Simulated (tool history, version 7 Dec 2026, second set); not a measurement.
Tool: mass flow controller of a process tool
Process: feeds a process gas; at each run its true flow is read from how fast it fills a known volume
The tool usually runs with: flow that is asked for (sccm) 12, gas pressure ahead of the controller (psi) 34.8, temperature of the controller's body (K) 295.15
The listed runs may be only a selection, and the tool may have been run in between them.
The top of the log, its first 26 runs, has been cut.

run,hour,flow that is asked for (sccm),gas pressure ahead of the controller (psi),temperature of the controller's body (K),hours of work since the controller was set to zero,hours of work since the controller was changed,true flow (%)
27,7180.7,11,38,306.15,6798,6798,97.97
28,7536.4,11,38,306.15,7037,7037,98.07
29,7759.2,12,29.4,295.15,7187,7187,98.59
30,7942.5,4,35.1,303.15,7311,7311,94.16
# hour 7976.7: controller's zero set anew
31,8203.1,4,35.1,303.15,153,7486,98.91
32,8428.7,4,35.1,303.15,305,7638,98.95
33,8625.5,4,25.1,296.15,437,7771,98.8
34,8905.4,12,28.4,295.15,626,7959,100.07
35,9195.1,12,34.8,305.15,821,8154,99.65
36,9576.1,12,27.6,305.15,1077,8411,99.5
37,9851.4,12,27.6,299.15,1263,8597,99.76
38,10049.1,6,27.6,309.15,1396,8730,98.33
39,10284.7,12,30.9,298.15,1555,8888,99.89
40,10531.4,12,30.9,298.15,1721,9055,99.77
41,10908.6,12,30.9,298.15,1975,9309,99.72
42,11283.7,12,30.9,298.15,2228,9561,99.85
43,11513.4,5,30.7,300.15,2383,9716,98.25
44,11731.2,3,30,299.15,2529,9863,97.09
45,12009.2,15,37.1,294.15,2717,10050,100.57
46,12329,15,29.2,294.15,2932,10266,100.25
47,12584.7,11,26,295.15,3104,10438,99.57

Below are 3 alternative next runs, each starting from the tool's condition after run 47. Predict each:
A,12899,16,28.4,296.15,3316,10650,?
B,12899,4,26.3,312.15,3316,10650,?
C,12899,12,34.8,294.15,3316,10650,?

run,true flow (%)
A,100.27
B,96.62
C,100.01
Had the tool no hidden state, the same runs would have come out as:
run,true flow (%)
A,99.63
B,97.68
C,99.56

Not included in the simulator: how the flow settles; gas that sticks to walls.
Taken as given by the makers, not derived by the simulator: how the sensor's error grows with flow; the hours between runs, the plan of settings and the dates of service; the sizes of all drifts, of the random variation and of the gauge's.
